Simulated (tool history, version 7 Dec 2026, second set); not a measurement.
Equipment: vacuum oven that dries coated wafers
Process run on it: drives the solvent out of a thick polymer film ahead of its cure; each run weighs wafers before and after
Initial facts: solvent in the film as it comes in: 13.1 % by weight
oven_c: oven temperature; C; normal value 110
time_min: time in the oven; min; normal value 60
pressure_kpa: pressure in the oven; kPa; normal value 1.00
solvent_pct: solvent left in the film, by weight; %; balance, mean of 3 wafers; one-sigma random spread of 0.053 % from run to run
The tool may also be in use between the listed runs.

run,hour,oven_c,time_min,pressure_kpa,solvent_pct
1,0.0,110,60,1.00,1.84
2,62.5,110,60,1.00,1.95
3,113.7,110,60,1.00,1.77
4,161.6,110,60,1.00,2.01
5,206.5,110,60,1.00,1.92
6,265.8,110,60,1.00,2.00
7,303.2,110,60,1.00,1.98
8,365.9,110,60,1.00,2.04
9,394.7,110,60,1.00,2.02
10,422.0,110,60,1.00,1.98
11,463.6,110,60,0.51,1.82
12,519.6,110,60,0.51,1.78
13,566.2,110,60,0.51,1.91
14,618.3,110,60,1.78,2.44
15,674.2,110,60,1.78,2.49
16,701.8,110,60,1.00,2.18
17,745.2,110,60,1.00,2.17
18,786.5,110,60,1.00,2.16
19,812.7,100,90,1.00,3.13
20,841.2,111,31,1.06,4.15
21,897.7,111,31,1.06,4.13
22,958.4,113,60,1.95,2.17
23,1006.2,113,39,2.80,3.60
24,1062.9,110,60,2.19,2.86
25,1125.3,110,72,1.72,2.18
26,1179.1,110,72,1.40,2.03
27,1205.1,110,72,1.40,2.07
28,1249.7,107,72,0.61,2.35
29,1280.1,107,72,0.61,2.41
30,1322.2,98,32,1.17,7.50
31,1381.1,110,60,3.76,3.70
32,1408.4,110,60,3.76,3.67
33,1452.8,113,41,0.61,2.85
34,1487.3,122,36,1.12,1.66
35,1523.6,124,85,3.03,1.26

Each row is a separate what-if for the run after 35, all from the same tool condition, not one after another. Results?
A,1573.4,106,33,1.93,?
B,1573.4,124,75,3.03,?
C,1573.4,124,85,0.70,?
D,1573.4,100,76,0.59,?

run,solvent_pct
A,6.00
B,1.35
C,0.56
D,3.94
Take away the tool's hidden state, keep each run's random variation, and the runs would have read:
run,solvent_pct
A,5.13
B,0.99
C,0.27
D,2.92

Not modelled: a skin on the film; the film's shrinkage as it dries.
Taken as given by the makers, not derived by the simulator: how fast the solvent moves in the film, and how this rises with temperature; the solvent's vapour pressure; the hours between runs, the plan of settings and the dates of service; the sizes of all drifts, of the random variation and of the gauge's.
